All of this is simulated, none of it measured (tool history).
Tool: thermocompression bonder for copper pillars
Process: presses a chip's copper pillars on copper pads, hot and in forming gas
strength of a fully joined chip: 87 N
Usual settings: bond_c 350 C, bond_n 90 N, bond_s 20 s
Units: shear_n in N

{"run": 1, "hour": 0.0, "bond_c": 350, "bond_n": 90, "bond_s": 20, "shear_n": 44.2}
{"run": 2, "hour": 9.4, "bond_c": 350, "bond_n": 90, "bond_s": 20, "shear_n": 44}
{"run": 3, "hour": 14.6, "bond_c": 350, "bond_n": 90, "bond_s": 20, "shear_n": 44}
{"run": 4, "hour": 21.6, "bond_c": 350, "bond_n": 90, "bond_s": 20, "shear_n": 44.4}
{"run": 5, "hour": 27.1, "bond_c": 350, "bond_n": 98, "bond_s": 20, "shear_n": 47}
{"run": 6, "hour": 35.8, "bond_c": 350, "bond_n": 98, "bond_s": 20, "shear_n": 46.6}
{"run": 7, "hour": 42.2, "bond_c": 350, "bond_n": 90, "bond_s": 32, "shear_n": 51.1}
{"run": 8, "hour": 51.0, "bond_c": 350, "bond_n": 90, "bond_s": 32, "shear_n": 51.3}
{"run": 9, "hour": 59.6, "bond_c": 350, "bond_n": 90, "bond_s": 12, "shear_n": 36.4}
{"run": 10, "hour": 67.2, "bond_c": 350, "bond_n": 90, "bond_s": 12, "shear_n": 36.9}
{"run": 11, "hour": 75.9, "bond_c": 350, "bond_n": 90, "bond_s": 20, "shear_n": 44.6}
{"run": 12, "hour": 85.7, "bond_c": 350, "bond_n": 91, "bond_s": 20, "shear_n": 44.8}
{"run": 13, "hour": 96.8, "bond_c": 350, "bond_n": 91, "bond_s": 14, "shear_n": 39.3}
{"run": 14, "hour": 105.4, "bond_c": 378, "bond_n": 81, "bond_s": 15, "shear_n": 45.5}
{"run": 15, "hour": 114.9, "bond_c": 365, "bond_n": 55, "bond_s": 15, "shear_n": 29.9}
{"run": 16, "hour": 122.6, "bond_c": 328, "bond_n": 61, "bond_s": 44, "shear_n": 35.8}
{"run": 17, "hour": 132.8, "bond_c": 328, "bond_n": 61, "bond_s": 44, "shear_n": 35.7}
{"hour": 133.7, "done": "forming gas filter changed"}
{"run": 18, "hour": 144.0, "bond_c": 328, "bond_n": 61, "bond_s": 44, "shear_n": 35.8}
{"run": 19, "hour": 152.0, "bond_c": 328, "bond_n": 61, "bond_s": 44, "shear_n": 35.8}
{"run": 20, "hour": 160.4, "bond_c": 328, "bond_n": 82, "bond_s": 44, "shear_n": 46}
{"run": 21, "hour": 168.1, "bond_c": 344, "bond_n": 62, "bond_s": 21, "shear_n": 31.7}
{"run": 22, "hour": 173.5, "bond_c": 350, "bond_n": 95, "bond_s": 22, "shear_n": 47.8}
{"run": 23, "hour": 178.2, "bond_c": 350, "bond_n": 70, "bond_s": 30, "shear_n": 42.1}
{"run": 24, "hour": 188.7, "bond_c": 349, "bond_n": 88, "bond_s": 12, "shear_n": 36.1}
{"run": 25, "hour": 196.7, "bond_c": 349, "bond_n": 88, "bond_s": 12, "shear_n": 36.1}

3 ways to go on from here, each from the tool as it stands after run 25. What would each give?
{"run": "A", "hour": 204.6, "bond_c": 349, "bond_n": 58, "bond_s": 10, "shear_n": "?"}
{"run": "B", "hour": 204.6, "bond_c": 350, "bond_n": 133, "bond_s": 12, "shear_n": "?"}
{"run": "C", "hour": 204.6, "bond_c": 349, "bond_n": 101, "bond_s": 12, "shear_n": "?"}

run=A shear_n=22.6
run=B shear_n=49
run=C shear_n=40.3
Without the tool's hidden state the same runs would have given:
run=A shear_n=22.7
run=B shear_n=49.1
run=C shear_n=40.4

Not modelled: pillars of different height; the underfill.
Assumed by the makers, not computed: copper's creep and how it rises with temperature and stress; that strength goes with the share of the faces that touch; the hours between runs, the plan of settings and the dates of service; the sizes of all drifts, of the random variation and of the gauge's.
